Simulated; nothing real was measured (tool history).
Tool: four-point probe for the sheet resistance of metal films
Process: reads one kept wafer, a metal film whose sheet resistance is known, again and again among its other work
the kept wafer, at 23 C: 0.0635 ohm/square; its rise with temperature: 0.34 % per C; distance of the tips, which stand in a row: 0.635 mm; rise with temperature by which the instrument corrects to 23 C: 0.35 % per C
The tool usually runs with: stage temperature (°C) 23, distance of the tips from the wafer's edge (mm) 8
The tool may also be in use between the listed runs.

run	hour	stage temperature (°C)	distance of the tips from the wafer's edge (mm)	sheet resistance as the instrument gives it (ohm/square)
1	0	23	8	0.06375
2	8	23	8	0.063736
3	27.2	23	8	0.063748
4	35.6	23	8	0.063742
5	44.1	23	8	0.063743
6	56.2	23	8	0.063762
7	66.8	23	4	0.064403
8	81.3	23	8	0.063759
9	90.1	18	8	0.063776
10	98	18	8	0.06378
11	113.4	18	8	0.063795
12	132.3	18	8	0.063798
13	148	18	8	0.063795
14	167.4	18	8	0.063799
15	185.5	18	8	0.063788
16	197.1	32	8	0.063732
17	216.8	20	8	0.063818
18	236.1	18	8	0.063816
19	246.5	18	8	0.063814
20	259.6	23	8	0.06381
21	271.5	20	8	0.063824
22	279.6	28	8	0.063788
23	293.1	23	8	0.063824
24	308	31	33	0.063582
25	320.3	26	29	0.063601
26	333.3	34	29	0.06358
27	349.7	21	43	0.063624
28	362.8	20	3	0.065142
29	375.1	20	3	0.065167
30	384	20	3	0.065194
31	393.5	23	17	0.063708
32	411.3	23	17	0.063697
33	425.4	21	4	0.064516
34	435	26	12	0.06373
35	452.2	32	21	0.063589
36	471.9	23	32	0.06362
37	481.3	29	5	0.064151
38	499	29	5	0.064143
39	510.9	19	8	0.063876
40	530	19	8	0.063852
41	543.4	19	8	0.06388
42	552.8	19	8	0.063874
43	562.5	31	37	0.06363
44	575.3	31	37	0.063601
45	584.7	32	5	0.064189
46	604.5	32	5	0.064176

Between the runs listed above, the log contained 2 entries, not reproduced here. Where in the sequence does each belong, and how does what the log doesn't record of the tool's condition differ from the listed run before to the listed run after?
Runs 25 to 26: stage's thermometer calibrated (hour 322.5)
  inner tips' distance over the nominal, %: 0.105 -> 0.109; tips' flats over new ones', %: 14 -> 15; wafer's true temperature over the reading, C: 0.16 -> 0.26
  difference, measured minus the result without the unlogged condition, sheet resistance as the instrument gives it (ohm/square): +0.000108 -> +0.00013
Runs 34 to 35: stage's thermometer calibrated, once more (hour 441.1)
  inner tips' distance over the nominal, %: 0.14 -> 0.145; wafer's true temperature over the reading, C: 0.29 -> 0.07
  difference, measured minus the result without the unlogged condition, sheet resistance as the instrument gives it (ohm/square): +0.000159 -> +0.000114
